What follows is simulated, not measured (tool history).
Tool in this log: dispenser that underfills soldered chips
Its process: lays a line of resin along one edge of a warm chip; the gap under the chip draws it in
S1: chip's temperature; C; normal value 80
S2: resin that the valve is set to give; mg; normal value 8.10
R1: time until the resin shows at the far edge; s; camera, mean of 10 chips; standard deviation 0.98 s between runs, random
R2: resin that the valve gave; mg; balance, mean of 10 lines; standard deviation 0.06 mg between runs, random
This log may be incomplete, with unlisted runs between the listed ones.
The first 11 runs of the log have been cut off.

run     day  S1    S2     R1    R2
      4.508  -- new syringe of resin
      5.104  -- new syringe of resin
 12   5.146  80  8.36  104.7  7.83
 13   5.579  80  8.36  180.3  7.81
      5.696  -- new syringe of resin
      6.262  -- new syringe of resin
 14   6.262  80  9.66   99.6  8.83
      6.508  -- dispensing valve cleaned and set on the balance
      6.904  -- new syringe of resin
 15   6.921  81  8.10   96.5  8.09
 16   7.412  81  8.10  179.6  8.15
      7.471  -- new syringe of resin
 17   7.812  81  8.10  146.7  7.96
      8.058  -- new syringe of resin
 18   8.312  80  8.10  136.7  7.94
      8.642  -- new syringe of resin
 19   8.854  80  8.76  127.6  8.50
      9.246  -- new syringe of resin
 20   9.458  80  8.65  131.9  8.30
      9.796  -- new syringe of resin
 21  10.004  80  8.65  130.3  8.34
     10.362  -- new syringe of resin
 22  10.592  80  7.28  137.6  6.97
     10.929  -- new syringe of resin
 23  11.092  71  8.10  197.6  7.72
     11.500  -- new syringe of resin
 24  11.525  90  9.19   62.1  8.58
 25  11.883  90  7.16  104.0  6.76
     12.079  -- new syringe of resin
 26  12.438  80  7.16  169.6  6.77
     12.646  -- new syringe of resin
 27  12.988  67  7.49  323.3  7.02
     13.217  -- new syringe of resin
 28  13.512  67  7.49  308.2  6.89
     13.783  -- new syringe of resin
 29  13.817  83  9.21   91.2  8.54
     14.246  -- dispensing valve cleaned and set on the balance
 30  14.350  92  8.10  106.0  8.00
     14.421  -- new syringe of resin
     15.017  -- new syringe of resin
 31  15.054  83  9.55   90.9  9.56
 32  15.392  79  9.73  169.0  9.69
     15.629  -- new syringe of resin
 33  15.992  92  8.62   88.0  8.50
     16.221  -- new syringe of resin
 34  16.717  85  8.62  147.3  8.39
     16.788  -- new syringe of resin
 35  17.312  86  7.44  152.2  7.26

Each row is a separate what-if for the run after 35, all from the same tool condition, not one after another. Results?
     17.371  -- new syringe of resin
  A  17.633  81  10.15   ?   ?
     17.371  -- new syringe of resin
  B  17.633  74   7.62   ?   ?
     17.371  -- new syringe of resin
  C  17.633  84   9.00   ?   ?

run     R1    R2
  A  136.1  9.90
  B  206.0  7.35
  C  115.8  8.68
Take away the tool's hidden state, keep each run's random variation, and the runs would have read:
run     R1     R2
  A   86.8  10.25
  B  129.9   7.61
  C   73.9   8.98
